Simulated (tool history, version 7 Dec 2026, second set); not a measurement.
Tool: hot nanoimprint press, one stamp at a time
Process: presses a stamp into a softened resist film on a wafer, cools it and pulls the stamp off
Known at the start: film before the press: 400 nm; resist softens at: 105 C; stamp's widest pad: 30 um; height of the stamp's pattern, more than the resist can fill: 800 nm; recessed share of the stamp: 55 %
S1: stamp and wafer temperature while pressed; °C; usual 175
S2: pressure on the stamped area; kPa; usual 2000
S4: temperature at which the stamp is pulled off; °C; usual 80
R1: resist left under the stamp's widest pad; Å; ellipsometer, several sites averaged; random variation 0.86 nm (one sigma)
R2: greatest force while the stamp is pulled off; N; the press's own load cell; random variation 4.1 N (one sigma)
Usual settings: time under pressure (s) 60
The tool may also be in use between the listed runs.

{"run": 1, "day": 0.0, "S1": 175, "S2": 2000, "time under pressure (s)": 60, "S4": 80, "R1": 1900, "R2": 226}
{"run": 2, "day": 1.321, "S1": 175, "S2": 2000, "time under pressure (s)": 60, "S4": 66, "R1": 1928, "R2": 277}
{"run": 3, "day": 2.1, "S1": 175, "S2": 2000, "time under pressure (s)": 60, "S4": 80, "R1": 1931, "R2": 251}
{"run": 4, "day": 3.142, "S1": 175, "S2": 2000, "time under pressure (s)": 60, "S4": 80, "R1": 1937, "R2": 261}
{"day": 4.425, "done": "stamp cleaned and given a new release coat"}
{"run": 5, "day": 4.767, "S1": 175, "S2": 2000, "time under pressure (s)": 60, "S4": 80, "R1": 1944, "R2": 215}
{"run": 6, "day": 6.396, "S1": 182, "S2": 2000, "time under pressure (s)": 60, "S4": 80, "R1": 1519, "R2": 227}
{"run": 7, "day": 7.971, "S1": 182, "S2": 2000, "time under pressure (s)": 60, "S4": 80, "R1": 1545, "R2": 254}
{"run": 8, "day": 9.233, "S1": 175, "S2": 2000, "time under pressure (s)": 60, "S4": 80, "R1": 1996, "R2": 258}
{"run": 9, "day": 10.067, "S1": 175, "S2": 2000, "time under pressure (s)": 60, "S4": 80, "R1": 1963, "R2": 269}
{"day": 10.754, "done": "stamp cleaned and given a new release coat"}
{"day": 11.058, "done": "plate thermocouple calibrated"}
{"run": 10, "day": 11.446, "S1": 175, "S2": 2000, "time under pressure (s)": 110, "S4": 80, "R1": 1448, "R2": 221}
{"run": 11, "day": 12.762, "S1": 175, "S2": 2420, "time under pressure (s)": 60, "S4": 80, "R1": 1734, "R2": 229}
{"run": 12, "day": 13.612, "S1": 175, "S2": 2420, "time under pressure (s)": 60, "S4": 80, "R1": 1739, "R2": 236}
{"run": 13, "day": 15.008, "S1": 175, "S2": 2420, "time under pressure (s)": 60, "S4": 80, "R1": 1753, "R2": 245}
{"run": 14, "day": 15.946, "S1": 171, "S2": 2250, "time under pressure (s)": 60, "S4": 80, "R1": 2070, "R2": 261}
{"day": 17.2, "done": "stamp cleaned and given a new release coat"}
{"run": 15, "day": 17.629, "S1": 165, "S2": 2000, "time under pressure (s)": 70, "S4": 80, "R1": 2544, "R2": 218}

Forecast each of these 3 alternatives for the next run:
{"run": "A", "day": 18.45, "S1": 165, "S2": 1990, "time under pressure (s)": 120, "S4": 80, "R1": "?", "R2": "?"}
{"run": "B", "day": 18.45, "S1": 175, "S2": 3150, "time under pressure (s)": 60, "S4": 79, "R1": "?", "R2": "?"}
{"run": "C", "day": 18.45, "S1": 165, "S2": 1310, "time under pressure (s)": 70, "S4": 80, "R1": "?", "R2": "?"}

run=A R1=2147 R2=222
run=B R1=1596 R2=227
run=C R1=2846 R2=225
Without the tool's hidden state the same runs would have given:
run=A R1=2092 R2=211
run=B R1=1540 R2=216
run=C R1=2802 R2=215
